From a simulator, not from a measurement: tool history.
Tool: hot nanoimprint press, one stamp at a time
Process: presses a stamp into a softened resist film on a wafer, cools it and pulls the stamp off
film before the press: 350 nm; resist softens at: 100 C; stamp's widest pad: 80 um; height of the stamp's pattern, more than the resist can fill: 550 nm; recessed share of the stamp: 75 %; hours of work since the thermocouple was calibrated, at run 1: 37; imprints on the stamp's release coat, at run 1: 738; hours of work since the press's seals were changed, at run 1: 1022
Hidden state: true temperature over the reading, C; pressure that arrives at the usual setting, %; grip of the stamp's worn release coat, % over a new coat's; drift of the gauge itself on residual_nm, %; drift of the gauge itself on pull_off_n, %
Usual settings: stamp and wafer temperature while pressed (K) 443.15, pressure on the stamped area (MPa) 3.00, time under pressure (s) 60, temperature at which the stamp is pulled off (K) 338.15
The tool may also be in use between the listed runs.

run	hour	stamp and wafer temperature while pressed (K)	pressure on the stamped area (MPa)	time under pressure (s)	temperature at which the stamp is pulled off (K)	hours of work since the thermocouple was calibrated	imprints on the stamp's release coat	hours of work since the press's seals were changed	resist left under the stamp's widest pad (Å)	greatest force while the stamp is pulled off (N)
1	0.0	443.15	3.00	60	338.15	37	738	1022	1401	173
2	35.3	443.15	3.00	60	338.15	63	895	1047	1401	184
3	74.2	443.15	3.00	60	334.15	91	1068	1075	1393	197
4	102.1	443.15	3.00	60	338.15	111	1193	1095	1394	196
5	120.7	443.15	3.00	60	338.15	124	1276	1109	1387	205
# hour 147.0: press's hydraulic seals changed and the load cell set to zero
6	150.8	443.15	3.00	60	338.15	140	1374	3	1347	206
7	185.3	455.15	3.00	60	338.15	165	1528	28	884	200
8	208.8	455.15	3.00	60	338.15	182	1632	44	880	214
9	232.3	455.15	3.00	60	338.15	199	1737	61	879	214
10	271.3	443.15	3.00	60	338.15	227	1911	89	1337	224
# hour 292.6: stamp cleaned and given a new release coat
11	297.2	443.15	3.00	60	338.15	241	20	104	1334	147
12	325.0	443.15	3.00	60	338.15	261	144	124	1333	149
13	352.2	443.15	3.00	60	338.15	281	266	143	1334	155
14	391.6	443.15	3.00	60	338.15	309	441	172	1326	162
15	424.1	443.15	3.00	60	338.15	332	586	195	1323	166
16	451.5	449.15	2.93	60	341.15	352	708	215	1074	157
17	480.2	449.15	2.33	38	326.15	373	836	235	1451	230
# hour 523.8: plate thermocouple calibrated
18	523.8	450.15	3.29	79	345.15	0	1017	265	840	142
19	558.4	443.15	3.29	60	336.15	25	1171	289	1212	191
20	581.6	437.15	4.60	60	325.15	42	1274	306	1295	258
21	617.9	444.15	3.00	62	343.15	68	1436	332	1197	164
22	658.3	444.15	3.00	62	343.15	97	1616	361	1195	176
23	686.6	444.15	3.00	62	343.15	117	1742	382	1194	178
# hour 716.2: plate thermocouple calibrated, once more
24	723.3	433.15	2.34	44	340.15	5	1892	406	2364	218
# hour 748.5: stamp cleaned and given a new release coat
25	751.1	443.15	4.50	60	331.15	21	11	422	1151	180
26	772.2	443.15	4.50	60	331.15	36	105	437	1150	184
27	790.7	443.15	4.50	68	331.15	49	188	450	1087	182
28	826.1	443.15	4.50	68	331.15	75	345	476	1084	186
29	843.9	447.15	4.50	68	331.15	88	425	488	926	202

5 ways to go on from here, each from the tool as it stands after run 29. What would each give?
A	882.1	447.15	2.70	68	335.15	115	595	516	?	?
B	882.1	447.15	2.35	68	337.15	115	595	516	?	?
C	882.1	446.15	2.40	60	344.15	115	595	516	?	?
D	882.1	440.15	3.00	60	338.15	115	595	516	?	?
E	882.1	444.15	3.83	68	331.15	115	595	516	?	?

run	resist left under the stamp's widest pad (Å)	greatest force while the stamp is pulled off (N)
A	1184	186
B	1271	179
C	1368	146
D	1523	169
E	1123	206
Without the tool's hidden state the same runs would have given:
run	resist left under the stamp's widest pad (Å)	greatest force while the stamp is pulled off (N)
A	1188	162
B	1276	156
C	1373	128
D	1527	148
E	1123	179
